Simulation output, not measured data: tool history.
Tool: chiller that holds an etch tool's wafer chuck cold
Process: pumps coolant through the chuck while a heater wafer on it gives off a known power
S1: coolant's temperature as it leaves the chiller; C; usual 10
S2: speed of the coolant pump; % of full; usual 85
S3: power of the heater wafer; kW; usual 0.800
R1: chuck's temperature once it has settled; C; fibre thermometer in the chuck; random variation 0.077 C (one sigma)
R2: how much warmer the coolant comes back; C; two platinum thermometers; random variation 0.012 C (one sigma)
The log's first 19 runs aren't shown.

{"run": 20, "hour": 1953.5, "S1": 12, "S2": 63, "S3": 0.8, "R1": 19.37, "R2": 2.19}
{"run": 21, "hour": 2060.2, "S1": 12, "S2": 63, "S3": 0.8, "R1": 19.37, "R2": 2.17}
{"run": 22, "hour": 2222.8, "S1": 12, "S2": 93, "S3": 0.587, "R1": 16.23, "R2": 1.11}
{"run": 23, "hour": 2316.0, "S1": 7, "S2": 74, "S3": 1.18, "R1": 16.75, "R2": 2.74}
{"run": 24, "hour": 2413.6, "S1": 7, "S2": 74, "S3": 0.82, "R1": 13.65, "R2": 1.9}
{"run": 25, "hour": 2483.4, "S1": 20, "S2": 61, "S3": 0.8, "R1": 27.52, "R2": 2.25}
{"run": 26, "hour": 2631.4, "S1": 10, "S2": 74, "S3": 0.697, "R1": 15.79, "R2": 1.62}
{"run": 27, "hour": 2710.0, "S1": 16, "S2": 85, "S3": 0.8, "R1": 21.96, "R2": 1.62}
{"run": 28, "hour": 2792.2, "S1": 6, "S2": 85, "S3": 0.429, "R1": 9.26, "R2": 0.85}
{"run": 29, "hour": 2903.7, "S1": 7, "S2": 88, "S3": 0.8, "R1": 12.85, "R2": 1.57}
{"run": 30, "hour": 3029.2, "S1": 10, "S2": 68, "S3": 0.498, "R1": 14.34, "R2": 1.27}
{"run": 31, "hour": 3194.0, "S1": 10, "S2": 68, "S3": 0.498, "R1": 14.27, "R2": 1.27}
{"run": 32, "hour": 3322.3, "S1": 6, "S2": 67, "S3": 0.498, "R1": 10.27, "R2": 1.29}

4 ways to go on from here, each from the tool as it stands after run 32. What would each give?
{"run": "A", "hour": 3404.3, "S1": 15, "S2": 90, "S3": 0.644, "R1": "?", "R2": "?"}
{"run": "B", "hour": 3404.3, "S1": 3, "S2": 67, "S3": 0.498, "R1": "?", "R2": "?"}
{"run": "C", "hour": 3404.3, "S1": 7, "S2": 88, "S3": 0.739, "R1": "?", "R2": "?"}
{"run": "D", "hour": 3404.3, "S1": 10, "S2": 87, "S3": 0.8, "R1": "?", "R2": "?"}

run=A R1=19.78 R2=1.24
run=B R1=7.53 R2=1.27
run=C R1=12.55 R2=1.43
run=D R1=16.02 R2=1.57
Without the tool's hidden state the same runs would have given:
run=A R1=19.76 R2=1.23
run=B R1=7.50 R2=1.27
run=C R1=12.52 R2=1.42
run=D R1=15.99 R2=1.57

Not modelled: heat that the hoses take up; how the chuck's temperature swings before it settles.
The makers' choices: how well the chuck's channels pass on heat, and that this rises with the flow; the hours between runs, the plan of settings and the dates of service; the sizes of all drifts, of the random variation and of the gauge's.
